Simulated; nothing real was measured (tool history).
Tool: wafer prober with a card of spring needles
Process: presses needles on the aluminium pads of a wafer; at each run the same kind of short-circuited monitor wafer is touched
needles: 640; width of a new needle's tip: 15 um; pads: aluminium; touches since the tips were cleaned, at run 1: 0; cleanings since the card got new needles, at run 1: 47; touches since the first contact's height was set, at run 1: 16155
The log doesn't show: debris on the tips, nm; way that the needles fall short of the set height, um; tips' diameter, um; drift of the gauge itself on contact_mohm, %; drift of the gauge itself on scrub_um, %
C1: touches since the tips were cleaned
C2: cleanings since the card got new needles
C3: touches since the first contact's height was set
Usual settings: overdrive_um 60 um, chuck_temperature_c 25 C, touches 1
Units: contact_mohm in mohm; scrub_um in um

Run 1, hour 0.0: usual settings; C1 0; C2 47; C3 16155. Result: contact_mohm 207 mohm, scrub_um 13.23 um.
At hour 15.0: tips cleaned on abrasive film.
At hour 30.0: tips cleaned on abrasive film.
At hour 45.3: tips cleaned on abrasive film.
Run 2, hour 53.2: usual settings; C1 2810; C2 50; C3 34998. Result: contact_mohm 310 mohm, scrub_um 12.89 um.
At hour 59.4: tips cleaned on abrasive film.
At hour 74.5: tips cleaned on abrasive film.
At hour 89.9: tips cleaned on abrasive film.
At hour 102.7: tips cleaned on abrasive film.
Run 3, hour 102.7: usual settings; C1 0; C2 54; C3 52522. Result: contact_mohm 208 mohm, scrub_um 12.91 um.
At hour 118.1: tips cleaned on abrasive film.
At hour 133.6: tips cleaned on abrasive film.
Run 4, hour 134.5: usual settings; C1 309; C2 56; C3 63769. Result: contact_mohm 229 mohm, scrub_um 12.63 um.
At hour 146.5: tips cleaned on abrasive film.
At hour 158.8: tips cleaned on abrasive film.
At hour 174.2: tips cleaned on abrasive film.
Run 5, hour 178.5: usual settings; C1 1506; C2 59; C3 79353. Result: contact_mohm 265 mohm, scrub_um 12.75 um.
At hour 187.8: tips cleaned on abrasive film.
At hour 203.0: tips cleaned on abrasive film.
At hour 217.5: tips cleaned on abrasive film.
At hour 230.2: tips cleaned on abrasive film.
Run 6, hour 230.2: usual settings; C1 0; C2 63; C3 97661. Result: contact_mohm 215 mohm, scrub_um 12.42 um.
At hour 245.7: tips cleaned on abrasive film.
At hour 258.0: tips cleaned on abrasive film.
Run 7, hour 268.5: usual settings; C1 3749; C2 65; C3 111257. Result: contact_mohm 341 mohm, scrub_um 12.73 um.
At hour 271.7: tips cleaned on abrasive film.
At hour 286.8: tips cleaned on abrasive film.
At hour 302.2: tips cleaned on abrasive film.
Run 8, hour 311.3: usual settings but chuck_temperature_c 115 C; C1 3226; C2 68; C3 126376. Result: contact_mohm 340 mohm, scrub_um 12.42 um.
At hour 317.5: tips cleaned on abrasive film.
At hour 332.5: tips cleaned on abrasive film.
At hour 347.8: tips cleaned on abrasive film.
At hour 360.2: tips cleaned on abrasive film.
At hour 374.3: tips cleaned on abrasive film.
Run 9, hour 374.3: usual settings but chuck_temperature_c 115 C; C1 0; C2 73; C3 148667. Result: contact_mohm 243 mohm, scrub_um 12.62 um.
At hour 389.7: tips cleaned on abrasive film.
At hour 405.2: tips cleaned on abrasive film.
At hour 420.2: tips cleaned on abrasive film.
At hour 433.7: tips cleaned on abrasive film.
Run 10, hour 433.7: usual settings but chuck_temperature_c 115 C; C1 0; C2 77; C3 169714. Result: contact_mohm 239 mohm, scrub_um 12.51 um.
At hour 446.1: tips cleaned on abrasive film.
At hour 458.5: tips cleaned on abrasive film.
At hour 473.7: tips cleaned on abrasive film.
At hour 488.6: tips cleaned on abrasive film.
Run 11, hour 492.8: usual settings but chuck_temperature_c 80 C; C1 1492; C2 81; C3 190622. Result: contact_mohm 300 mohm, scrub_um 12.37 um.
At hour 502.1: tips cleaned on abrasive film.
At hour 517.5: tips cleaned on abrasive film.
At hour 532.8: tips cleaned on abrasive film.
At hour 547.2: tips cleaned on abrasive film.
Run 12, hour 547.2: usual settings but chuck_temperature_c 49 C; C1 0; C2 85; C3 209903. Result: contact_mohm 218 mohm, scrub_um 11.91 um.
At hour 562.2: tips cleaned on abrasive film.
At hour 577.4: tips cleaned on abrasive film.
At hour 592.8: tips cleaned on abrasive film.
Run 13, hour 597.5: usual settings; C1 1645; C2 88; C3 227701. Result: contact_mohm 298 mohm, scrub_um 12.05 um.
At hour 603.9: height of the first contact set anew.
At hour 607.1: tips cleaned on abrasive film.
At hour 622.2: tips cleaned on abrasive film.
At hour 634.6: tips cleaned on abrasive film.
At hour 650.0: tips cleaned on abrasive film.
Run 14, hour 653.8: usual settings; C1 1347; C2 92; C3 17657. Result: contact_mohm 269 mohm, scrub_um 12.98 um.
At hour 662.7: tips cleaned on abrasive film.
At hour 677.3: tips cleaned on abrasive film.
At hour 691.5: tips cleaned on abrasive film.
Run 15, hour 691.5: usual settings but touches 2; C1 0; C2 95; C3 30992. Result: contact_mohm 203 mohm, scrub_um 12.99 um.
At hour 707.0: tips cleaned on abrasive film.
Run 16, hour 718.0: usual settings; C1 3930; C2 96; C3 40393. Result: contact_mohm 348 mohm, scrub_um 12.87 um.
At hour 721.2: tips cleaned on abrasive film.
At hour 736.3: tips cleaned on abrasive film.
At hour 749.3: tips cleaned on abrasive film.
Run 17, hour 749.3: usual settings but overdrive_um 42 um, chuck_temperature_c 80 C, touches 3; C1 0; C2 99; C3 51440. Result: contact_mohm 239 mohm, scrub_um 8.98 um.
At hour 764.7: tips cleaned on abrasive film.
At hour 778.4: tips cleaned on abrasive film.
Run 18, hour 778.4: usual settings but overdrive_um 53 um; C1 0; C2 101; C3 61765. Result: contact_mohm 218 mohm, scrub_um 11.45 um.
At hour 793.5: tips cleaned on abrasive film.
At hour 808.8: tips cleaned on abrasive film.
Run 19, hour 809.9: usual settings but overdrive_um 53 um; C1 421; C2 103; C3 72926. Result: contact_mohm 252 mohm, scrub_um 11.35 um.
At hour 822.3: tips cleaned on abrasive film.
At hour 837.5: tips cleaned on abrasive film.
At hour 849.9: tips cleaned on abrasive film.
At hour 865.3: tips cleaned on abrasive film.
Run 20, hour 875.3: usual settings but overdrive_um 53 um; C1 3568; C2 107; C3 96092. Result: contact_mohm 375 mohm, scrub_um 11.06 um.
At hour 878.4: tips cleaned on abrasive film.
At hour 890.8: tips cleaned on abrasive film.
At hour 906.0: tips cleaned on abrasive film.
At hour 921.2: tips cleaned on abrasive film.
Run 21, hour 930.0: usual settings but overdrive_um 53 um; C1 3159; C2 111; C3 115448. Result: contact_mohm 386 mohm, scrub_um 11.01 um.
At hour 936.3: tips cleaned on abrasive film.
At hour 951.6: tips cleaned on abrasive film.
At hour 964.0: tips cleaned on abrasive film.
At hour 979.4: tips cleaned on abrasive film.
Run 22, hour 989.2: usual settings but chuck_temperature_c 124 C, touches 2; C1 3503; C2 115; C3 136418. Result: contact_mohm 316 mohm, scrub_um 12.41 um.
At hour 992.4: tips cleaned on abrasive film.
At hour 1007.6: tips cleaned on abrasive film.
At hour 1022.7: tips cleaned on abrasive film.
Run 23, hour 1029.4: usual settings but chuck_temperature_c 124 C, touches 2; C1 2397; C2 118; C3 150631. Result: contact_mohm 295 mohm, scrub_um 12.47 um.
At hour 1035.6: tips cleaned on abrasive film.
At hour 1050.8: tips cleaned on abrasive film.
At hour 1066.3: tips cleaned on abrasive film.
At hour 1081.7: tips cleaned on abrasive film.
At hour 1094.9: tips cleaned on abrasive film.
Run 24, hour 1094.9: usual settings but overdrive_um 43 um, chuck_temperature_c 57 C; C1 0; C2 123; C3 173816. Result: contact_mohm 249 mohm, scrub_um 8.46 um.
At hour 1109.7: tips cleaned on abrasive film.
At hour 1124.6: tips cleaned on abrasive film.
At hour 1140.0: tips cleaned on abrasive film.
Run 25, hour 1148.0: usual settings but overdrive_um 67 um; C1 2857; C2 126; C3 192637. Result: contact_mohm 317 mohm, scrub_um 13.53 um.
At hour 1154.3: tips cleaned on abrasive film.
At hour 1169.3: tips cleaned on abrasive film.
Run 26, hour 1181.5: usual settings but overdrive_um 67 um, chuck_temperature_c 30 C, touches 3; C1 4347; C2 128; C3 204485. Result: contact_mohm 255 mohm, scrub_um 13.58 um.
At hour 1184.4: tips cleaned on abrasive film.
At hour 1199.9: tips cleaned on abrasive film.
At hour 1214.9: tips cleaned on abrasive film.
Run 27, hour 1224.7: usual settings but overdrive_um 67 um, chuck_temperature_c 31 C, touches 2; C1 3484; C2 131; C3 219794. Result: contact_mohm 285 mohm, scrub_um 13.60 um.
At hour 1227.6: tips cleaned on abrasive film.
At hour 1240.0: tips cleaned on abrasive film.
At hour 1252.4: height of the first contact set anew.
At hour 1255.6: tips cleaned on abrasive film.
Run 28, hour 1262.0: usual settings but overdrive_um 58 um, chuck_temperature_c 31 C, touches 2; C1 2272; C2 134; C3 3366. Result: contact_mohm 286 mohm, scrub_um 12.58 um.

Forecast each of these 3 alternatives for the next run:
At hour 1268.2: tips cleaned on abrasive film.
At hour 1283.4: tips cleaned on abrasive film.
At hour 1295.7: tips cleaned on abrasive film.
Run A, hour 1296.5: usual settings but overdrive_um 68 um, chuck_temperature_c 71 C; C1 265; C2 137; C3 15570. Result: contact_mohm ?, scrub_um ?.
At hour 1268.2: tips cleaned on abrasive film.
At hour 1283.4: tips cleaned on abrasive film.
At hour 1295.7: tips cleaned on abrasive film.
Run B, hour 1296.5: usual settings but overdrive_um 69 um; C1 265; C2 137; C3 15570. Result: contact_mohm ?, scrub_um ?.
At hour 1268.2: tips cleaned on abrasive film.
At hour 1283.4: tips cleaned on abrasive film.
At hour 1295.7: tips cleaned on abrasive film.
Run C, hour 1296.5: usual settings but overdrive_um 51 um, chuck_temperature_c 31 C, touches 2; C1 265; C2 137; C3 15570. Result: contact_mohm ?, scrub_um ?.

run  contact_mohm  scrub_um
  A           236     14.68
  B           222     15.19
  C           235     11.09
Without the tool's hidden state the same runs would have given:
run  contact_mohm  scrub_um
  A           201     14.77
  B           186     15.28
  C           196     11.18

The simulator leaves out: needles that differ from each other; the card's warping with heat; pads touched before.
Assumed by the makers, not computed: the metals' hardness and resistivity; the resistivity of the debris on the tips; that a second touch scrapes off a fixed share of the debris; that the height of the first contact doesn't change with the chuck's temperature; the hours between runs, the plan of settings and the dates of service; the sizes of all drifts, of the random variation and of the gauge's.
